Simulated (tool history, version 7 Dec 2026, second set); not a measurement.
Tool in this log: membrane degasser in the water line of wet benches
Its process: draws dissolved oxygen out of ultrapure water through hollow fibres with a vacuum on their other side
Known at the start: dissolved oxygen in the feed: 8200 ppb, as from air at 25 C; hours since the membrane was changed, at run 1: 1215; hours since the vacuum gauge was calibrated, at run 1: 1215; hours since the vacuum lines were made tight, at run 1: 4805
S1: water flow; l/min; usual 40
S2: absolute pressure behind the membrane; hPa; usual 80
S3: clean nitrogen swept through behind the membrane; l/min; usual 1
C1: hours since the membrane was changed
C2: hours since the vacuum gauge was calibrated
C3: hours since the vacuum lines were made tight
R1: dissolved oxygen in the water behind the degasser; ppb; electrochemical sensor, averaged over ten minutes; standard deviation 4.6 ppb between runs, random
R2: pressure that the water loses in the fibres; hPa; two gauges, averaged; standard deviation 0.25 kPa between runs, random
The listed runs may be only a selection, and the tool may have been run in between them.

run	day	S1	S2	S3	C1	C2	C3	R1	R2
1	0	40	80	1	1215	1215	4805	462.1	678.2
2	3.638	45	80	1	1302	1302	4893	533.9	758.1
3	8.662	45	80	1	1423	1423	5013	539.2	759.6
# day 10.454: seals of the vacuum lines changed
4	13.262	40	80	1	1531	1531	67	466.2	677.3
5	17.779	40	80	1	1640	1640	176	463.8	676.3
6	21.642	40	80	1	1732	1732	268	462.6	676.1
7	24.542	40	80	1	1802	1802	338	464.3	674.1
8	28.983	40	71	1	1909	1909	445	395	674.8
9	32.912	40	71	1	2003	2003	539	390.4	676
10	37.942	27	80	1	2124	2124	660	286.7	458
11	43.817	40	80	1	2265	2265	801	469.7	674
12	46.258	40	80	1	2323	2323	859	456.6	671.9
13	50.908	40	80	0.53	2435	2435	971	667.9	672
14	53.679	40	80	0.79	2501	2501	1037	510.6	673
15	58.196	40	80	1	2610	2610	1146	458.7	671.1
16	62.658	40	80	1	2717	2717	1253	459.6	672.5
17	66.7	40	80	1	2814	2814	1350	456.6	670
18	70.758	48	116.6	1	2911	2911	1447	893.6	802.5
19	73.446	40	176	1	2976	2976	1512	1119.8	673.1
20	78.942	51	70.5	1.6	3108	3108	1644	450.9	848.2
21	82.321	32	153.3	1.03	3189	3189	1725	768.4	536.6
22	86.896	51	137.7	1.96	3298	3298	1835	751.9	851.8
23	91.688	31	80	1	3414	3414	1950	339.6	513.3
24	95.604	31	80	1	3508	3508	2044	329	520.1
25	100.708	31	80	1	3630	3630	2166	338.8	515.6
26	105.654	31	80	1	3749	3749	2285	335.3	516.1
27	111.412	32	80	2.92	3887	3887	2423	160.1	533.1
28	114.85	32	80	2.92	3969	3969	2505	162.5	532.3
29	119.212	29	52.7	0.42	4074	4074	2610	272.3	482.2
30	123.925	61	80	0.97	4187	4187	2723	848.8	1009.8
31	126.425	61	80	0.97	4247	4247	2783	844.5	1016.4
32	129.229	37	80	0.97	4314	4314	2851	429.1	610

Below are 3 alternative next runs, each starting from the tool's condition after run 32. Predict each:
A	132.7	37	80	0.76	4398	4398	2934	?	?
B	132.7	48	150.5	0.71	4398	4398	2934	?	?
C	132.7	40	78.6	0.48	4398	4398	2934	?	?

run	R1	R2
A	497.9	615.5
B	1385	800.7
C	691	662.6
The same runs, with their run-to-run variation unchanged, on a tool lacking any hidden condition would have given:
run	R1	R2
A	497.2	627.5
B	1384.1	816.2
C	690.2	675.5
